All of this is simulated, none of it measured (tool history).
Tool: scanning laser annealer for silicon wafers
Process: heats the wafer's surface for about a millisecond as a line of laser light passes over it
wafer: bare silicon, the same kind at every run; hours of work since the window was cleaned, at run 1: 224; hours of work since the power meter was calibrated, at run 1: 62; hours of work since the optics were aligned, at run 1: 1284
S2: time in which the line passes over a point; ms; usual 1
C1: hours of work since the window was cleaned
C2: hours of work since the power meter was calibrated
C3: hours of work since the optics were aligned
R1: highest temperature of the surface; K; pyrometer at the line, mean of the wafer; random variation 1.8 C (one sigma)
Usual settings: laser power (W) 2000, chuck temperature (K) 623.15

{"run": 1, "day": 0.0, "laser power (W)": 2000, "S2": 1, "chuck temperature (K)": 623.15, "C1": 224, "C2": 62, "C3": 1284, "R1": 1326.15}
{"run": 2, "day": 0.271, "laser power (W)": 2000, "S2": 1, "chuck temperature (K)": 623.15, "C1": 228, "C2": 67, "C3": 1288, "R1": 1322.15}
{"run": 3, "day": 0.704, "laser power (W)": 2000, "S2": 1, "chuck temperature (K)": 623.15, "C1": 236, "C2": 74, "C3": 1295, "R1": 1325.15}
{"run": 4, "day": 1.288, "laser power (W)": 2000, "S2": 1, "chuck temperature (K)": 623.15, "C1": 245, "C2": 83, "C3": 1305, "R1": 1327.15}
{"run": 5, "day": 1.588, "laser power (W)": 1863, "S2": 1, "chuck temperature (K)": 623.15, "C1": 250, "C2": 88, "C3": 1310, "R1": 1263.15}
{"run": 6, "day": 2.004, "laser power (W)": 2000, "S2": 1, "chuck temperature (K)": 623.15, "C1": 257, "C2": 95, "C3": 1316, "R1": 1323.15}
{"run": 7, "day": 2.388, "laser power (W)": 2000, "S2": 1, "chuck temperature (K)": 623.15, "C1": 263, "C2": 101, "C3": 1323, "R1": 1319.15}
{"run": 8, "day": 2.838, "laser power (W)": 2000, "S2": 1, "chuck temperature (K)": 623.15, "C1": 270, "C2": 108, "C3": 1330, "R1": 1318.15}
{"run": 9, "day": 3.079, "laser power (W)": 2000, "S2": 1, "chuck temperature (K)": 623.15, "C1": 274, "C2": 112, "C3": 1334, "R1": 1320.15}
{"run": 10, "day": 3.479, "laser power (W)": 2000, "S2": 1, "chuck temperature (K)": 623.15, "C1": 280, "C2": 119, "C3": 1340, "R1": 1321.15}
{"run": 11, "day": 4.042, "laser power (W)": 2107, "S2": 1, "chuck temperature (K)": 623.15, "C1": 290, "C2": 128, "C3": 1349, "R1": 1366.15}
{"run": 12, "day": 4.388, "laser power (W)": 2117, "S2": 1, "chuck temperature (K)": 623.15, "C1": 295, "C2": 133, "C3": 1355, "R1": 1370.15}
{"run": 13, "day": 4.625, "laser power (W)": 2117, "S2": 1, "chuck temperature (K)": 623.15, "C1": 299, "C2": 137, "C3": 1359, "R1": 1370.15}
{"run": 14, "day": 5.038, "laser power (W)": 2000, "S2": 1, "chuck temperature (K)": 623.15, "C1": 306, "C2": 144, "C3": 1366, "R1": 1319.15}
{"run": 15, "day": 5.425, "laser power (W)": 2000, "S2": 1.1, "chuck temperature (K)": 623.15, "C1": 312, "C2": 150, "C3": 1372, "R1": 1351.15}
{"run": 16, "day": 5.775, "laser power (W)": 2000, "S2": 1, "chuck temperature (K)": 623.15, "C1": 318, "C2": 156, "C3": 1377, "R1": 1318.15}
{"run": 17, "day": 6.071, "laser power (W)": 2000, "S2": 1, "chuck temperature (K)": 623.15, "C1": 322, "C2": 161, "C3": 1382, "R1": 1316.15}
{"run": 18, "day": 6.479, "laser power (W)": 2000, "S2": 1, "chuck temperature (K)": 623.15, "C1": 329, "C2": 167, "C3": 1389, "R1": 1318.15}
{"run": 19, "day": 6.75, "laser power (W)": 2000, "S2": 1, "chuck temperature (K)": 623.15, "C1": 333, "C2": 172, "C3": 1393, "R1": 1315.15}
{"run": 20, "day": 7.238, "laser power (W)": 2067, "S2": 0.77, "chuck temperature (K)": 623.15, "C1": 341, "C2": 180, "C3": 1401, "R1": 1255.15}
{"run": 21, "day": 7.683, "laser power (W)": 1796, "S2": 1.04, "chuck temperature (K)": 634.15, "C1": 349, "C2": 187, "C3": 1408, "R1": 1254.15}
{"day": 7.946, "done": "optics aligned, line set to its width"}
{"run": 22, "day": 8.196, "laser power (W)": 1886, "S2": 1.04, "chuck temperature (K)": 634.15, "C1": 353, "C2": 192, "C3": 4, "R1": 1288.15}
{"run": 23, "day": 8.612, "laser power (W)": 1823, "S2": 1.04, "chuck temperature (K)": 587.15, "C1": 360, "C2": 199, "C3": 11, "R1": 1212.15}
{"run": 24, "day": 8.875, "laser power (W)": 1823, "S2": 1.04, "chuck temperature (K)": 587.15, "C1": 364, "C2": 203, "C3": 15, "R1": 1212.15}
{"run": 25, "day": 9.283, "laser power (W)": 2155, "S2": 1.19, "chuck temperature (K)": 618.15, "C1": 371, "C2": 209, "C3": 22, "R1": 1440.15}
{"day": 9.562, "done": "window over the wafer cleaned"}
{"run": 26, "day": 9.825, "laser power (W)": 2184, "S2": 1, "chuck temperature (K)": 598.15, "C1": 4, "C2": 217, "C3": 29, "R1": 1397.15}
{"run": 27, "day": 10.379, "laser power (W)": 2112, "S2": 1, "chuck temperature (K)": 641.15, "C1": 13, "C2": 226, "C3": 38, "R1": 1409.15}
{"run": 28, "day": 10.629, "laser power (W)": 1970, "S2": 1, "chuck temperature (K)": 593.15, "C1": 17, "C2": 230, "C3": 42, "R1": 1293.15}
{"run": 29, "day": 11.008, "laser power (W)": 2000, "S2": 0.77, "chuck temperature (K)": 588.15, "C1": 23, "C2": 236, "C3": 48, "R1": 1213.15}
{"run": 30, "day": 11.262, "laser power (W)": 2035, "S2": 0.88, "chuck temperature (K)": 588.15, "C1": 28, "C2": 240, "C3": 52, "R1": 1270.15}
{"day": 11.633, "done": "optics aligned, line set to its width, once more"}
{"run": 31, "day": 11.85, "laser power (W)": 1783, "S2": 1.08, "chuck temperature (K)": 652.15, "C1": 34, "C2": 246, "C3": 4, "R1": 1302.15}
{"run": 32, "day": 12.133, "laser power (W)": 2000, "S2": 0.83, "chuck temperature (K)": 606.15, "C1": 38, "C2": 251, "C3": 8, "R1": 1265.15}
{"run": 33, "day": 12.596, "laser power (W)": 2000, "S2": 0.83, "chuck temperature (K)": 606.15, "C1": 46, "C2": 258, "C3": 16, "R1": 1265.15}
{"run": 34, "day": 13.108, "laser power (W)": 2000, "S2": 1.05, "chuck temperature (K)": 623.15, "C1": 54, "C2": 267, "C3": 24, "R1": 1363.15}
{"run": 35, "day": 13.358, "laser power (W)": 2000, "S2": 1.05, "chuck temperature (K)": 623.15, "C1": 58, "C2": 271, "C3": 28, "R1": 1364.15}
{"run": 36, "day": 13.633, "laser power (W)": 2000, "S2": 1, "chuck temperature (K)": 629.15, "C1": 63, "C2": 275, "C3": 32, "R1": 1350.15}
{"run": 37, "day": 13.975, "laser power (W)": 2165, "S2": 1.01, "chuck temperature (K)": 588.15, "C1": 68, "C2": 281, "C3": 38, "R1": 1386.15}

Some steps in R1 between neighbouring runs. How much of each would the tool show without its hidden state too (settings, what came in, random variation), and how much is left for the hidden state, with any gauge scatter that isn't in both results?
The hidden state here: light that passes the window, % of a clean one's; laser's true power over the reading, %; width of the line over the set one, %; drift of the gauge itself on peak_c, C.
Run 24 -> 25: laser power (W) 1823 -> 2155, S2 1.04 -> 1.19, chuck temperature (K) 587.15 -> 618.15. R1 +228 K: hidden state -12, all else +240.
Run 25 -> 26: laser power (W) 2155 -> 2184, S2 1.19 -> 1, chuck temperature (K) 618.15 -> 598.15, window over the wafer cleaned. R1 -43 K: hidden state +35, all else -78.
Run 27 -> 28: laser power (W) 2112 -> 1970, chuck temperature (K) 641.15 -> 593.15. R1 -116 K: hidden state +1, all else -117.
Run 30 -> 31: laser power (W) 2035 -> 1783, S2 0.88 -> 1.08, chuck temperature (K) 588.15 -> 652.15, optics aligned, line set to its width, once more. R1 +32 K: hidden state +9, all else +23.
Run 33 -> 34: S2 0.83 -> 1.05, chuck temperature (K) 606.15 -> 623.15. R1 +98 K: hidden state -1, all else +99.
